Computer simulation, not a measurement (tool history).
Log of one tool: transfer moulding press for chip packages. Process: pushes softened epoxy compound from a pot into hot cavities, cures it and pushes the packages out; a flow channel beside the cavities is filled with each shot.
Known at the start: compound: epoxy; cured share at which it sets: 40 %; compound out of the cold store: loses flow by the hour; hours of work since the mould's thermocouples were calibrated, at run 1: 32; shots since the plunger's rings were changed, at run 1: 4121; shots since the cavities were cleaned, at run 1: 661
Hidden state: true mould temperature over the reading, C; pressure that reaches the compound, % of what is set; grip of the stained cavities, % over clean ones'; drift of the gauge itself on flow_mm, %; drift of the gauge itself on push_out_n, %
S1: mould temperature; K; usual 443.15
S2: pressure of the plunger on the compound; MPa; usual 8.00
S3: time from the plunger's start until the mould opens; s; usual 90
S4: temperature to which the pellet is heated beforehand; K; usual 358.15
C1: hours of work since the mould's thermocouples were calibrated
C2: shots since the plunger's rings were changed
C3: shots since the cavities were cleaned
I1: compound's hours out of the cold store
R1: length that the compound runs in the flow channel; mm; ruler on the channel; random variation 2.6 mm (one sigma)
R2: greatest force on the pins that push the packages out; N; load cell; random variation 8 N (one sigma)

run     day      S1    S2   S3      S4   C1    C2    C3    I1   R1   R2
  1   0.000  443.15  8.00   90  358.15   32  4121   661  22.8  841  501
  2   0.338  443.15  8.00   90  358.15   36  4220   760  46.7  806  504
  3   0.571  443.15  8.00   90  358.15   40  4288   828  37.4  817  510
  4   0.988  443.15  8.00   90  358.15   45  4411   951  29.1  831  541
  5   1.325  443.15  8.00   90  358.15   50  4510  1050  39.2  814  539
      1.438  -- cavities cleaned with cleaning compound and waxed
  6   1.800  443.15  8.00   90  358.15   56  4632   107  15.0  850  378
  7   2.062  443.15  8.00   90  354.15   60  4709   184  40.4  811  394
  8   2.546  443.15  8.00   90  354.15   66  4851   326  30.7  820  422
  9   2.929  443.15  8.00   90  354.15   72  4964   439  43.6  802  466
 10   3.358  443.15  8.00   90  354.15   78  5090   565  32.5  820  473
 11   3.812  443.15  8.00   90  354.15   84  5223   698  43.6  799  481
 12   4.229  443.15  8.00   90  354.15   90  5346   821  22.9  833  517
 13   4.525  443.15  8.00   90  354.15   94  5433   908  16.3  844  528
 14   4.912  443.15  8.00   90  354.15  100  5547  1022  38.8  806  535
      5.029  -- mould's thermocouples calibrated
      5.217  -- cavities cleaned with cleaning compound and waxed
 15   5.521  443.15  6.20   90  354.15    6  5683    90  42.4  704  371
 16   5.767  439.15  8.56   90  354.15    9  5755   162  37.7  844  543
 17   6.133  449.15  6.58  104  362.15   15  5863   270  27.2  727  302
 18   6.692  449.15  6.58  104  362.15   22  6027   434   9.0  754  353
 19   7.092  443.15  6.99  104  365.15   28  6145   552  44.8  740  394
 20   7.450  443.15  6.30  106  364.15   33  6249   656   9.0  751  405
      7.796  -- mould's thermocouples calibrated, once more
 21   8.004  443.15  8.00  105  358.15    3  6388   795  37.7  800  401
 22   8.512  446.15  8.11   90  358.15   10  6537   944  17.3  829  459
      8.650  -- plunger's sealing rings changed
 23   8.962  446.15  8.11   90  358.15   15    92  1047  18.4  873  448
      9.112  -- cavities cleaned with cleaning compound and waxed
 24   9.583  450.15  7.42   90  358.15   23   255   138  39.0  788  286
 25  10.004  448.15  7.42   72  358.15   29   379   262  20.0  824  476
 26  10.442  448.15  7.42   72  358.15   35   508   391  47.3  780  500
 27  10.967  444.15  8.00   90  353.15   42   662   545  19.5  868  444
 28  11.471  444.15  8.00   90  353.15   49   810   693  22.6  863  489
 29  11.988  444.15  8.81   91  353.15   56   961   844  20.6  905  483

How the hidden state differs across the entries between the runs, from the last listed run before each to the first after it:
Between runs 5 and 6: cavities cleaned with cleaning compound and waxed (day 1.438)
  pressure that reaches the compound, % of what is set: 91.88 -> 91.66; grip of the stained cavities, % over clean ones': 60.9 -> 9.9
  measured less the result without the state, R1: -35 -> -38 mm; R2: +208 -> +38 N
Between runs 14 and 15: mould's thermocouples calibrated (day 5.029); cavities cleaned with cleaning compound and waxed (day 5.217)
  true mould temperature over the reading, C: -0.12 -> -0.14; pressure that reaches the compound, % of what is set: 90.12 -> 89.88; grip of the stained cavities, % over clean ones': 57.9 -> 10.3
  measured less the result without the state, R1: -43 -> -39 mm; R2: +198 -> +37 N
Between runs 20 and 21: mould's thermocouples calibrated, once more (day 7.796)
  true mould temperature over the reading, C: -0.11 -> 0.07; pressure that reaches the compound, % of what is set: 88.91 -> 88.67; grip of the stained cavities, % over clean ones': 45.8 -> 51.4
  measured less the result without the state, R1: -45 -> -50 mm; R2: +126 -> +137 N
Between runs 22 and 23: plunger's sealing rings changed (day 8.650)
  true mould temperature over the reading, C: 0.07 -> 0.08; pressure that reaches the compound, % of what is set: 88.42 -> 99.32; grip of the stained cavities, % over clean ones': 56.4 -> 59.2
  measured less the result without the state, R1: -53 -> -3 mm; R2: +165 -> +166 N
Between runs 23 and 24: cavities cleaned with cleaning compound and waxed (day 9.112)
  pressure that reaches the compound, % of what is set: 99.32 -> 99.05; grip of the stained cavities, % over clean ones': 59.2 -> 13.3
  measured less the result without the state, R1: -3 -> -4 mm; R2: +166 -> +33 N
